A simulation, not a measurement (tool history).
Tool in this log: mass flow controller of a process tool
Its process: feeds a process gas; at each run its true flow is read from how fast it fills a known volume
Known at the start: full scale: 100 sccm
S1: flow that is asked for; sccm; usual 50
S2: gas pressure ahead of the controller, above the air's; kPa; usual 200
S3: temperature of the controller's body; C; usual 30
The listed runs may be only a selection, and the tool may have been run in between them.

{"run": 1, "hour": 0.0, "S1": 50, "S2": 200, "S3": 30, "true flow (%)": 100.2}
{"run": 2, "hour": 173.4, "S1": 50, "S2": 200, "S3": 30, "true flow (%)": 100.26}
{"run": 3, "hour": 395.8, "S1": 50, "S2": 200, "S3": 30, "true flow (%)": 100.29}
{"run": 4, "hour": 626.9, "S1": 13, "S2": 200, "S3": 30, "true flow (%)": 99.99}
{"run": 5, "hour": 915.8, "S1": 16, "S2": 200, "S3": 30, "true flow (%)": 100.09}
{"run": 6, "hour": 1177.0, "S1": 50, "S2": 200, "S3": 30, "true flow (%)": 100.22}
{"run": 7, "hour": 1521.9, "S1": 50, "S2": 190, "S3": 30, "true flow (%)": 100.13}
{"run": 8, "hour": 1780.0, "S1": 50, "S2": 200, "S3": 33, "true flow (%)": 100.54}
{"run": 9, "hour": 1942.1, "S1": 28, "S2": 200, "S3": 30, "true flow (%)": 100.1}
{"run": 10, "hour": 2117.5, "S1": 28, "S2": 200, "S3": 30, "true flow (%)": 100.12}
{"run": 11, "hour": 2343.4, "S1": 28, "S2": 200, "S3": 30, "true flow (%)": 100.02}
{"run": 12, "hour": 2557.0, "S1": 28, "S2": 200, "S3": 31, "true flow (%)": 100.29}
{"run": 13, "hour": 2863.0, "S1": 28, "S2": 200, "S3": 31, "true flow (%)": 100.19}
{"run": 14, "hour": 3048.8, "S1": 50, "S2": 200, "S3": 30, "true flow (%)": 100.28}
{"run": 15, "hour": 3264.1, "S1": 50, "S2": 200, "S3": 30, "true flow (%)": 100.25}
{"run": 16, "hour": 3490.2, "S1": 50, "S2": 151, "S3": 30, "true flow (%)": 100.48}
{"run": 17, "hour": 3699.1, "S1": 50, "S2": 151, "S3": 30, "true flow (%)": 100.39}
{"run": 18, "hour": 3938.1, "S1": 18, "S2": 188, "S3": 26, "true flow (%)": 99.7}
{"run": 19, "hour": 4256.5, "S1": 32, "S2": 156, "S3": 22, "true flow (%)": 99.43}
{"run": 20, "hour": 4466.6, "S1": 12, "S2": 256, "S3": 23, "true flow (%)": 99.02}
{"run": 21, "hour": 4791.2, "S1": 42, "S2": 145, "S3": 32, "true flow (%)": 100.73}
{"run": 22, "hour": 5137.7, "S1": 32, "S2": 158, "S3": 32, "true flow (%)": 100.51}
{"run": 23, "hour": 5472.8, "S1": 50, "S2": 196, "S3": 22, "true flow (%)": 99.5}
{"run": 24, "hour": 5698.9, "S1": 50, "S2": 196, "S3": 22, "true flow (%)": 99.36}
{"run": 25, "hour": 5869.0, "S1": 50, "S2": 223, "S3": 23, "true flow (%)": 99.32}
{"run": 26, "hour": 6018.4, "S1": 34, "S2": 223, "S3": 24, "true flow (%)": 99.33}
{"run": 27, "hour": 6346.2, "S1": 11, "S2": 226, "S3": 22, "true flow (%)": 99.06}
{"run": 28, "hour": 6572.4, "S1": 10, "S2": 224, "S3": 28, "true flow (%)": 99.68}
{"run": 29, "hour": 6895.4, "S1": 10, "S2": 224, "S3": 28, "true flow (%)": 99.81}

Not shown: 1 entry that the log had between the listed runs. Between which runs, and how does the tool's hidden state differ before and after?
After run 18, before run 19: controller exchanged for a calibrated one (hour 4111.9)
  flow at rest that the sensor doesn't see, % of full scale: 0.009 -> 0; true flow over the shown one, %: -0.03 -> 0

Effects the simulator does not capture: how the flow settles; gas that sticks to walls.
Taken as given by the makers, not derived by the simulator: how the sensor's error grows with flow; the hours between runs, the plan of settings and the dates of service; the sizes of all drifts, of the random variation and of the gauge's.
